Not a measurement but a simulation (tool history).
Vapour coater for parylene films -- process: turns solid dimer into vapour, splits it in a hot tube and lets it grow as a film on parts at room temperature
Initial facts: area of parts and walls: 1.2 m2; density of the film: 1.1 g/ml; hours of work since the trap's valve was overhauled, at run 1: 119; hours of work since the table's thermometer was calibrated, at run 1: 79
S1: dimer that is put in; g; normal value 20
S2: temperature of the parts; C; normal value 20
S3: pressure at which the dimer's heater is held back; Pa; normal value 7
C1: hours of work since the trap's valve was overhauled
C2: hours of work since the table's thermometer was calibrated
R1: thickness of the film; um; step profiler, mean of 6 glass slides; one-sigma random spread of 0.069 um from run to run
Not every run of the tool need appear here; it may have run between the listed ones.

run     day  S1  S2    S3   C1   C2     R1
  1       0  20  20     7  119   79    7.9
  2     0.5  20  20     7  127   87      8
  3     1.2  20  20  2.57  139   99   9.16
  4   1.929  20  20  2.57  151  111   9.08
  5   2.262  20  20  2.57  157  117   9.08
  6   2.596  20  20     7  163  123   7.84
  7   3.246  20  20     7  174  133   7.73
  8     3.9  20  14     7  185  145   9.14
  9   4.425  20  20     7  193  153    7.8
 10   4.879  20  20     7  201  161    7.7
 11   5.458  20  20     7  211  171   7.63
 12   5.767  20  20     7  216  176    7.6
 13    6.25  20  20     7  224  184   7.71
 14     6.6  20  20     7  230  190   7.65
 15   7.121  20  20     7  239  199   7.69
 16   7.775  20  20  2.53  250  210   8.71
 17   8.388  20  20  2.53  260  220   8.78
 18   8.792  20  20  2.76  267  227   8.68
 19   9.246  20  20  2.76  275  235   8.65
 20   9.879  12  27  2.05  285  245   4.47
 21  10.542  20  20  8.11  296  256   7.38
 22  10.904  20  29  4.78  303  263   6.34
 23  11.579  18  23  4.31  314  274   6.65
 24  11.929  12  23  4.31  320  280   4.47
 25  12.596  10  23     9  331  291   3.31
     12.692  -- table's thermometer calibrated
 26  13.058  10  23     9  338    6   3.36
 27  13.438  10  23     9  345   13   3.32
 28  13.871  10  23     9  352   20   3.33
 29  14.421  10  25     9  361   29   3.12
 30  14.942  11  14     7  370   38   4.74
 31  15.308  36  13  5.28  376   44  16.81
 32  15.988   9  28  2.09  388   56   3.14
 33  16.679  10  12  6.82  399   67   4.51
     16.833  -- table's thermometer calibrated, once more
 34  17.183   9  19  6.82  407    6   3.37
 35  17.842   9  24  6.82  418   17   2.93
 36  18.579  16  15     7  430   29   6.67

Subtracting, for every run, the result it would have given without the tool's unlogged condition from the measured result gives the following. The same run-to-run variation enters both numbers; the gauge's scatter may not:
Hidden state at play: vapour lost through the trap's worn valve, %; true temperature of the parts over the reading, C; drift of the gauge itself on film_um, %.
run     R1
  1  -0.34
  2  -0.36
  3  -0.44
  4  -0.47
  5  -0.49
  6  -0.44
  7  -0.46
  8  -0.58
  9   -0.5
 10  -0.52
 11  -0.54
 12  -0.55
 13  -0.58
 14  -0.58
 15  -0.61
 16  -0.72
 17  -0.76
 18  -0.76
 19  -0.79
 20  -0.42
 21  -0.72
 22  -0.63
 23  -0.68
 24  -0.47
 25  -0.36
 26  -0.37
 27  -0.38
 28  -0.38
 29  -0.37
 30  -0.57
 31  -2.08
 32   -0.4
 33   -0.6
 34  -0.45
 35   -0.4
 36  -0.94

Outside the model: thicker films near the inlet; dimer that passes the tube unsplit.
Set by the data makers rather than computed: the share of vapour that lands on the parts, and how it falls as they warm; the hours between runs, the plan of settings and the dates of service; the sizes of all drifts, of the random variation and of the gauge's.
